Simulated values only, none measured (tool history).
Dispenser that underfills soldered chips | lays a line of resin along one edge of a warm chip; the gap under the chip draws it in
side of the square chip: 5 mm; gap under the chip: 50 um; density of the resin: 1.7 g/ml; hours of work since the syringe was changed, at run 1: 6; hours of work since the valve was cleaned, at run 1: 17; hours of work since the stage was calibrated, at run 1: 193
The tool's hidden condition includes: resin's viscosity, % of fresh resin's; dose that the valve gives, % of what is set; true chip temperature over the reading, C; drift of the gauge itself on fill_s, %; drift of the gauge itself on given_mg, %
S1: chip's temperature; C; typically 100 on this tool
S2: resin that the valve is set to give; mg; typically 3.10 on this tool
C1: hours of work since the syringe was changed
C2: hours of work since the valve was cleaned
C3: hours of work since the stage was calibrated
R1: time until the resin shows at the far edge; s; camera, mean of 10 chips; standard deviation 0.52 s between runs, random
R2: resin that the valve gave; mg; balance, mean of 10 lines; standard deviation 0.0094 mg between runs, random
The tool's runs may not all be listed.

Run 1, hour 0.0: usual settings; C1 6; C2 17; C3 193. Result: R1 65.7 s, R2 3.062 mg.
Run 2, hour 6.7: usual settings but S2 2.85 mg; C1 11; C2 22; C3 198. Result: R1 98.3 s, R2 2.799 mg.
At hour 7.9: new syringe of resin.
Run 3, hour 12.7: usual settings but S2 2.70 mg; C1 4; C2 26; C3 202. Result: R1 57.2 s, R2 2.644 mg.
Run 4, hour 20.8: usual settings but S1 94 C; C1 9; C2 32; C3 208. Result: R1 107.9 s, R2 3.032 mg.
At hour 23.9: new syringe of resin.
Run 5, hour 26.5: usual settings but S1 94 C; C1 2; C2 36; C3 212. Result: R1 61.1 s, R2 3.017 mg.
Run 6, hour 29.9: usual settings but S1 94 C; C1 4; C2 39; C3 214. Result: R1 72.5 s, R2 3.016 mg.
Run 7, hour 35.5: usual settings but S1 94 C; C1 9; C2 43; C3 219. Result: R1 99.4 s, R2 3.020 mg.
At hour 39.5: new syringe of resin.
Run 8, hour 40.5: usual settings but S1 94 C; C1 1; C2 46; C3 222. Result: R1 54.1 s, R2 2.993 mg.
Run 9, hour 45.4: usual settings but S1 86 C; C1 4; C2 50; C3 226. Result: R1 96.3 s, R2 2.997 mg.
Run 10, hour 50.3: usual settings but S2 3.57 mg; C1 8; C2 53; C3 229. Result: R1 73.7 s, R2 3.453 mg.
At hour 55.7: new syringe of resin.
Run 11, hour 57.1: usual settings but S2 3.48 mg; C1 1; C2 58; C3 234. Result: R1 45.5 s, R2 3.346 mg.
Run 12, hour 65.4: usual settings but S2 3.45 mg; C1 7; C2 64; C3 240. Result: R1 71.2 s, R2 3.295 mg.
At hour 71.8: new syringe of resin.
Run 13, hour 73.1: usual settings but S2 3.45 mg; C1 1; C2 70; C3 245. Result: R1 44.4 s, R2 3.282 mg.
Run 14, hour 78.3: usual settings but S2 3.45 mg; C1 5; C2 73; C3 249. Result: R1 59.4 s, R2 3.261 mg.
Run 15, hour 83.7: usual settings but S2 3.45 mg; C1 9; C2 77; C3 253. Result: R1 79.2 s, R2 3.263 mg.
At hour 87.8: new syringe of resin.
Run 16, hour 87.8: usual settings but S2 3.45 mg; C1 0; C2 80; C3 256. Result: R1 42.6 s, R2 3.246 mg.
Run 17, hour 93.9: usual settings; C1 5; C2 85; C3 260. Result: R1 60.8 s, R2 2.923 mg.
Run 18, hour 102.2: usual settings; C1 11; C2 91; C3 267. Result: R1 97.9 s, R2 2.916 mg.
At hour 103.7: new syringe of resin.
At hour 105.4: dispensing valve cleaned and set on the balance.
Run 19, hour 107.4: usual settings but S1 109 C, S2 3.23 mg; C1 2; C2 1; C3 269. Result: R1 35.7 s, R2 3.226 mg.
Run 20, hour 113.4: usual settings but S1 87 C, S2 3.32 mg; C1 6; C2 6; C3 274. Result: R1 108.2 s, R2 3.292 mg.
At hour 120.4: new syringe of resin.
Run 21, hour 121.0: usual settings but S1 99 C, S2 3.24 mg; C1 0; C2 11; C3 279. Result: R1 44.9 s, R2 3.233 mg.
Run 22, hour 128.2: usual settings but S1 106 C, S2 2.81 mg; C1 6; C2 16; C3 284. Result: R1 55.5 s, R2 2.777 mg.
Run 23, hour 134.8: usual settings but S1 103 C, S2 3.03 mg; C1 11; C2 21; C3 289. Result: R1 85.9 s, R2 2.973 mg.
At hour 136.1: new syringe of resin.
Run 24, hour 138.9: usual settings but S1 103 C, S2 3.03 mg; C1 2; C2 24; C3 292. Result: R1 44.9 s, R2 2.981 mg.
Run 25, hour 146.2: usual settings but S1 109 C, S2 2.73 mg; C1 7; C2 29; C3 297. Result: R1 55.6 s, R2 2.663 mg.
At hour 151.7: new syringe of resin.
Run 26, hour 153.4: usual settings but S1 98 C, S2 2.73 mg; C1 1; C2 34; C3 302. Result: R1 52.3 s, R2 2.651 mg.
Run 27, hour 160.4: usual settings but S1 98 C, S2 2.73 mg; C1 6; C2 40; C3 308. Result: R1 75.9 s, R2 2.654 mg.
At hour 167.6: new syringe of resin.
Run 28, hour 167.6: usual settings but S1 110 C, S2 3.96 mg; C1 0; C2 45; C3 313. Result: R1 28.3 s, R2 3.814 mg.
Run 29, hour 173.6: usual settings but S1 110 C, S2 3.96 mg; C1 4; C2 49; C3 317. Result: R1 39.2 s, R2 3.811 mg.
Run 30, hour 177.4: usual settings but S1 109 C, S2 2.84 mg; C1 7; C2 52; C3 320. Result: R1 53.3 s, R2 2.747 mg.
At hour 183.2: new syringe of resin.
Run 31, hour 184.1: usual settings but S1 114 C, S2 2.70 mg; C1 1; C2 56; C3 324. Result: R1 28.6 s, R2 2.557 mg.
Run 32, hour 191.4: usual settings but S1 87 C, S2 2.87 mg; C1 6; C2 62; C3 330. Result: R1 109.5 s, R2 2.727 mg.
Run 33, hour 197.5: usual settings but S1 90 C; C1 10; C2 66; C3 334. Result: R1 136.8 s, R2 2.939 mg.
At hour 198.9: new syringe of resin.
Run 34, hour 205.5: usual settings but S1 107 C, S2 3.53 mg; C1 5; C2 72; C3 340. Result: R1 46.4 s, R2 3.343 mg.
Run 35, hour 210.8: usual settings but S1 114 C, S2 3.08 mg; C1 9; C2 76; C3 344. Result: R1 51.8 s, R2 2.894 mg.
At hour 214.5: new syringe of resin.
Run 36, hour 216.3: usual settings but S2 3.23 mg; C1 1; C2 80; C3 348. Result: R1 45.1 s, R2 3.058 mg.

Across each entry between runs, compare the hidden state at the last listed run before it with the hidden state at the first listed run after it:
In the gap between runs 2 and 3: new syringe of resin (hour 7.9)
  resin's viscosity, % of fresh resin's: 227.6 -> 130.9; dose that the valve gives, % of what is set: 98.68 -> 98.38; true chip temperature over the reading, C: 0.6 -> 0.61
  what was measured, less what the result would be without the hidden state, R1: +54.1 -> +12.8 s; R2: -0.037 -> -0.043 mg
In the gap between runs 4 and 5: new syringe of resin (hour 23.9)
  resin's viscosity, % of fresh resin's: 205.7 -> 114.7; dose that the valve gives, % of what is set: 97.96 -> 97.69; true chip temperature over the reading, C: 0.62 -> 0.63
  what was measured, less what the result would be without the hidden state, R1: +54.3 -> +6.9 s; R2: -0.063 -> -0.071 mg
In the gap between runs 7 and 8: new syringe of resin (hour 39.5)
  resin's viscosity, % of fresh resin's: 190.5 -> 104.1; dose that the valve gives, % of what is set: 97.22 -> 96.96
  what was measured, less what the result would be without the hidden state, R1: +46.4 -> +1.2 s; R2: -0.086 -> -0.094 mg
In the gap between runs 10 and 11: new syringe of resin (hour 55.7)
  resin's viscosity, % of fresh resin's: 180.6 -> 108.3; dose that the valve gives, % of what is set: 96.45 -> 96.1; true chip temperature over the reading, C: 0.67 -> 0.68
  what was measured, less what the result would be without the hidden state, R1: +32.1 -> +2.7 s; R2: -0.127 -> -0.135 mg
In the gap between runs 12 and 13: new syringe of resin (hour 71.8)
  resin's viscosity, % of fresh resin's: 171.7 -> 106; dose that the valve gives, % of what is set: 95.63 -> 95.22; true chip temperature over the reading, C: 0.69 -> 0.71
  what was measured, less what the result would be without the hidden state, R1: +28.8 -> +1.7 s; R2: -0.151 -> -0.165 mg
In the gap between runs 15 and 16: new syringe of resin (hour 87.8)
  resin's viscosity, % of fresh resin's: 191.9 -> 101.2; dose that the valve gives, % of what is set: 94.68 -> 94.5
  what was measured, less what the result would be without the hidden state, R1: +37.1 -> -0.3 s; R2: -0.184 -> -0.189 mg
In the gap between runs 18 and 19: new syringe of resin (hour 103.7); dispensing valve cleaned and set on the balance (hour 105.4)
  resin's viscosity, % of fresh resin's: 226.5 -> 116.5; dose that the valve gives, % of what is set: 93.77 -> 99.77; true chip temperature over the reading, C: 0.76 -> 0.77
  what was measured, less what the result would be without the hidden state, R1: +54.0 -> +4.2 s; R2: -0.192 -> -0.008 mg
In the gap between runs 20 and 21: new syringe of resin (hour 120.4)
  resin's viscosity, % of fresh resin's: 163.5 -> 104.5; dose that the valve gives, % of what is set: 99.42 -> 99.04; true chip temperature over the reading, C: 0.78 -> 0.79
  what was measured, less what the result would be without the hidden state, R1: +40.2 -> +0.8 s; R2: -0.020 -> -0.031 mg
In the gap between runs 23 and 24: new syringe of resin (hour 136.1)
  resin's viscosity, % of fresh resin's: 225.9 -> 116.7; dose that the valve gives, % of what is set: 98.29 -> 98.08; true chip temperature over the reading, C: 0.81 -> 0.82
  what was measured, less what the result would be without the hidden state, R1: +46.9 -> +5.5 s; R2: -0.052 -> -0.058 mg
In the gap between runs 25 and 26: new syringe of resin (hour 151.7)
  resin's viscosity, % of fresh resin's: 174.9 -> 110.4; dose that the valve gives, % of what is set: 97.65 -> 97.27; true chip temperature over the reading, C: 0.83 -> 0.84
  what was measured, less what the result would be without the hidden state, R1: +23.1 -> +4.0 s; R2: -0.064 -> -0.074 mg
In the gap between runs 27 and 28: new syringe of resin (hour 167.6)
  resin's viscosity, % of fresh resin's: 163 -> 98.7; dose that the valve gives, % of what is set: 96.89 -> 96.52; true chip temperature over the reading, C: 0.85 -> 0.87
  what was measured, less what the result would be without the hidden state, R1: +28.3 -> -1.2 s; R2: -0.085 -> -0.137 mg
In the gap between runs 30 and 31: new syringe of resin (hour 183.2)
  resin's viscosity, % of fresh resin's: 170.7 -> 105.1; dose that the valve gives, % of what is set: 95.99 -> 95.64; true chip temperature over the reading, C: 0.88 -> 0.89
  what was measured, less what the result would be without the hidden state, R1: +21.7 -> +1.1 s; R2: -0.114 -> -0.117 mg
In the gap between runs 33 and 34: new syringe of resin (hour 198.9)
  resin's viscosity, % of fresh resin's: 222.8 -> 146.3; dose that the valve gives, % of what is set: 94.92 -> 94.5; true chip temperature over the reading, C: 0.92 -> 0.93
  what was measured, less what the result would be without the hidden state, R1: +73.9 -> +14.1 s; R2: -0.157 -> -0.195 mg
In the gap between runs 35 and 36: new syringe of resin (hour 214.5)
  resin's viscosity, % of fresh resin's: 196.8 -> 108.5; dose that the valve gives, % of what is set: 94.23 -> 93.96; true chip temperature over the reading, C: 0.94 -> 0.95
  what was measured, less what the result would be without the hidden state, R1: +25.4 -> +2.6 s; R2: -0.178 -> -0.195 mg

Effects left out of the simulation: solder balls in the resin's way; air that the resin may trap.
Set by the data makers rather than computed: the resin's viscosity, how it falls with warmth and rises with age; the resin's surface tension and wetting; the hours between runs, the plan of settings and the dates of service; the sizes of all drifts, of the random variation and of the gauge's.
